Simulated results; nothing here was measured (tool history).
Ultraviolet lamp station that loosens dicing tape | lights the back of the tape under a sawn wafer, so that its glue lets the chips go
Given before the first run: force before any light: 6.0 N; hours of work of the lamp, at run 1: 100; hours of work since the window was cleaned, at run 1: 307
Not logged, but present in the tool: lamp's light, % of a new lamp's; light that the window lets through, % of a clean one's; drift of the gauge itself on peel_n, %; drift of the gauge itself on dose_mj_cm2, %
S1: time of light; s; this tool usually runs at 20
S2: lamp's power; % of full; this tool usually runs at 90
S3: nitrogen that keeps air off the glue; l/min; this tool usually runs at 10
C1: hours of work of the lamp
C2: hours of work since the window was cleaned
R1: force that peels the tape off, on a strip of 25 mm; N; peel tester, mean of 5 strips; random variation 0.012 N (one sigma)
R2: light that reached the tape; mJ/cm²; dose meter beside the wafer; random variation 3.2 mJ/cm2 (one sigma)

run	hour	S1	S2	S3	C1	C2	R1	R2
1	0	20	90	10	100	307	0.532	496
2	8.9	20	90	10	105	312	0.531	491
3	18.9	20	90	10	111	318	0.557	492
4	35.7	20	90	10	120	327	0.53	499
5	42.9	20	90	10	124	331	0.534	500
6	51.1	20	90	10	128	336	0.528	497
7	63.2	20	90	10	135	342	0.562	502
8	80.7	20	90	10	145	352	0.559	496
9	92.4	20	90	10	151	358	0.548	493
10	102.6	20	90	10	157	364	0.555	498
11	115.6	20	85	10	164	371	0.622	469
12	129.5	20	90	11	172	379	0.502	497
13	145.6	20	90	11	180	387	0.515	499
14	154.4	20	90	11	185	392	0.515	501
15	169.9	20	90	11	194	401	0.524	494
16	178.5	20	90	11	198	406	0.515	500
17	189.4	21	90	11	204	412	0.454	521
18	203	20	90	10	212	419	0.553	497

Run 19, settings as shown, results not yet in. Your forecast:
19	216.5	20	73	7	219	426	?	?

Run 19 came out at R1 0.955 N, R2 405 mJ/cm².
With no hidden state in the tool, this same run would have given R1 0.953 N, R2 406 mJ/cm².
